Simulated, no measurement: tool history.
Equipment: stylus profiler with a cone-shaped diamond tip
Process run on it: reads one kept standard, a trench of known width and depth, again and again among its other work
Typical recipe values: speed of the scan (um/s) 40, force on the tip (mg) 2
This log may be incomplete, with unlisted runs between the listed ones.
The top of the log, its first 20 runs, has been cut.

run,hour,speed of the scan (um/s),force on the tip (mg),depth of the trench (Å),width of the trench's floor (nm)
21,1594.1,25,5.43,5061,95780
22,1666.3,25,5.43,5058.8,95740
23,1739.7,48,0.83,5013.7,95440
24,1850.5,55,1.27,5020.9,95430
25,1902.7,40,1.77,5024.7,95580
26,1962.5,19,1.55,5021,95610
27,2084,106,2,5026,95120
28,2152.9,18,1.43,5017.8,95530
29,2205.2,18,1.43,5016.8,95540
30,2297.5,60,0.69,5005.9,95060
31,2402.5,60,0.69,5005.7,95020
32,2511,44,2.38,5026.2,95310
33,2625.4,83,1.47,5015.9,94940
34,2711.3,48,3.26,5031.8,95140
35,2805.6,48,3.26,5031.5,95160
36,2912.6,72,2.14,5016.2,94940
37,2974.5,86,5.39,5050.4,94990

Each row is a separate what-if for the run after 37, all from the same tool condition, not one after another. Results?
A,3073.1,12,0.73,?,?
B,3073.1,83,5.6,?,?
C,3073.1,86,0.79,?,?
D,3073.1,86,1.53,?,?

run,depth of the trench (Å),width of the trench's floor (nm)
A,5001.1,95120
B,5048,94980
C,5001,94580
D,5008.7,94690
The same runs, with their run-to-run variation unchanged, on a tool lacking any hidden condition would have given:
run,depth of the trench (Å),width of the trench's floor (nm)
A,5017.4,96890
B,5064.5,96750
C,5017.3,96350
D,5025,96460
